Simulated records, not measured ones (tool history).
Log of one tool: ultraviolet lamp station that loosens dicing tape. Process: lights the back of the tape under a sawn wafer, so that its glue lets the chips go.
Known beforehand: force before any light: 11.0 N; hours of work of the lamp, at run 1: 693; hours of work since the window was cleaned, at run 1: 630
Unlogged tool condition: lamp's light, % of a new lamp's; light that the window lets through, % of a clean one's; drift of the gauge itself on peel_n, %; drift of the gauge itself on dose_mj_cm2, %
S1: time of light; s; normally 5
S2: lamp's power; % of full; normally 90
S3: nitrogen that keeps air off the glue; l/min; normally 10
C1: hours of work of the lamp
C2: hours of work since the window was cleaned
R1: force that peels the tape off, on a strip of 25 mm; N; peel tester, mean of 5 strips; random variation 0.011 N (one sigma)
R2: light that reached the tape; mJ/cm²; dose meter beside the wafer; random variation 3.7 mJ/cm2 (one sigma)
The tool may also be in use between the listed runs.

run 1 hour=0.0 | S1=5 S2=90 S3=10 | C1=693 C2=630 | R1=0.529 R2=617
-- hour=3.0 window cleaned of glue's vapour
run 2 hour=38.2 | S1=5 S2=90 S3=15 | C1=723 C2=28 | R1=0.401 R2=626
run 3 hour=73.8 | S1=5 S2=90 S3=15 | C1=751 C2=56 | R1=0.382 R2=615
run 4 hour=102.5 | S1=5 S2=90 S3=15 | C1=773 C2=79 | R1=0.405 R2=619
run 5 hour=127.6 | S1=5 S2=90 S3=4 | C1=793 C2=98 | R1=1.014 R2=625
run 6 hour=165.0 | S1=5 S2=90 S3=10 | C1=823 C2=128 | R1=0.501 R2=625
run 7 hour=218.0 | S1=5 S2=90 S3=10 | C1=865 C2=170 | R1=0.486 R2=622
run 8 hour=259.7 | S1=5 S2=90 S3=10 | C1=898 C2=203 | R1=0.515 R2=624
run 9 hour=301.4 | S1=9 S2=90 S3=10 | C1=931 C2=236 | R1=0.205 R2=1117
run 10 hour=328.7 | S1=9 S2=90 S3=10 | C1=952 C2=257 | R1=0.214 R2=1122
run 11 hour=360.2 | S1=9 S2=90 S3=10 | C1=977 C2=282 | R1=0.220 R2=1115
run 12 hour=387.4 | S1=9 S2=90 S3=10 | C1=999 C2=304 | R1=0.228 R2=1116
run 13 hour=431.2 | S1=9 S2=90 S3=10 | C1=1033 C2=338 | R1=0.226 R2=1125
run 14 hour=459.2 | S1=9 S2=90 S3=10 | C1=1055 C2=360 | R1=0.222 R2=1108
run 15 hour=486.5 | S1=5 S2=90 S3=10 | C1=1077 C2=382 | R1=0.512 R2=619
run 16 hour=536.0 | S1=5 S2=90 S3=10 | C1=1116 C2=421 | R1=0.533 R2=620
run 17 hour=581.4 | S1=5 S2=90 S3=5 | C1=1152 C2=457 | R1=0.876 R2=618
run 18 hour=633.7 | S1=5 S2=90 S3=5 | C1=1193 C2=498 | R1=0.862 R2=622
run 19 hour=665.0 | S1=5 S2=90 S3=5 | C1=1218 C2=523 | R1=0.859 R2=624
run 20 hour=717.7 | S1=5 S2=90 S3=5 | C1=1259 C2=564 | R1=0.922 R2=619
-- hour=749.5 lamp changed
run 21 hour=753.4 | S1=5 S2=90 S3=10 | C1=3 C2=592 | R1=0.505 R2=623
run 22 hour=778.7 | S1=5 S2=90 S3=10 | C1=23 C2=612 | R1=0.487 R2=623
-- hour=803.4 window cleaned of glue's vapour
run 23 hour=807.3 | S1=5 S2=90 S3=10 | C1=45 C2=3 | R1=0.509 R2=618
run 24 hour=846.0 | S1=5 S2=90 S3=10 | C1=76 C2=34 | R1=0.507 R2=619
run 25 hour=872.9 | S1=5 S2=95 S3=16 | C1=97 C2=55 | R1=0.346 R2=654
run 26 hour=922.2 | S1=6 S2=90 S3=4 | C1=136 C2=94 | R1=0.695 R2=747
run 27 hour=944.6 | S1=2 S2=90 S3=14 | C1=154 C2=112 | R1=2.352 R2=247
run 28 hour=968.8 | S1=5 S2=90 S3=11 | C1=173 C2=131 | R1=0.488 R2=628
run 29 hour=990.3 | S1=2 S2=61 S3=19 | C1=190 C2=148 | R1=3.579 R2=168
run 30 hour=1016.6 | S1=2 S2=61 S3=19 | C1=211 C2=168 | R1=3.444 R2=169
run 31 hour=1056.7 | S1=8 S2=68 S3=19 | C1=242 C2=200 | R1=0.276 R2=747

Run 32 is up next; what results do you expect?
run 32 hour=1102.6 | S1=5 S2=92 S3=14 | C1=279 C2=236 | R1=? R2=?

Run 32 yielded R1 0.390 N, R2 638 mJ/cm².
Minus the tool's unlogged condition, the same run would have read R1 0.390 N, R2 638 mJ/cm².

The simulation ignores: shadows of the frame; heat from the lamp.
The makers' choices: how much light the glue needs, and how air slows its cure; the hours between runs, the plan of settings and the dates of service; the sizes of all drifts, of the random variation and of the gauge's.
